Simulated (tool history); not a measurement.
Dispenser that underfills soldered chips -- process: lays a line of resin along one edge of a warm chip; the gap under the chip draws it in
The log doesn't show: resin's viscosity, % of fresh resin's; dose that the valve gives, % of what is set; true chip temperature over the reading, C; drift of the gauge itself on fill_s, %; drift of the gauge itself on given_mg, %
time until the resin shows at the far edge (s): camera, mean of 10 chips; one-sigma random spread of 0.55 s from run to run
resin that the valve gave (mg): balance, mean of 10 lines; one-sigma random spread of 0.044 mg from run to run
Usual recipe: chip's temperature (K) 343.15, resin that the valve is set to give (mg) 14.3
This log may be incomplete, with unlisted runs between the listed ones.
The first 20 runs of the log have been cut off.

run	day	chip's temperature (K)	resin that the valve is set to give (mg)	hours of work since the syringe was changed	hours of work since the valve was cleaned	hours of work since the stage was calibrated	time until the resin shows at the far edge (s)	resin that the valve gave (mg)
21	5.488	358.15	14.3	4	5	127	33.6	14.32
22	5.775	334.15	17.3	9	10	132	124.1	17.20
# day 5.821: new syringe of resin
23	6.129	334.15	17.3	5	15	137	95.6	17.15
24	6.292	334.15	14.4	8	18	140	115.5	14.23
# day 6.417: new syringe of resin
25	6.554	356.15	16.9	2	22	144	30.5	16.68
26	6.804	356.15	18.2	6	26	148	39.0	17.85
# day 7.025: new syringe of resin
27	7.129	356.15	14.8	2	31	153	32.0	14.40
28	7.446	335.15	14.8	7	36	158	105.8	14.42
# day 7.629: new syringe of resin
29	7.692	344.15	12.8	1	40	162	49.4	12.54

Forecast run 30:
30	8.029	344.15	12.8	7	46	168	?	?

Run 30 produced time until the resin shows at the far edge (s) 69.1, resin that the valve gave (mg) 12.43.
If the tool had no hidden condition, the same run with the same run-to-run variation would have returned time until the resin shows at the far edge (s) 44.8, resin that the valve gave (mg) 12.82.
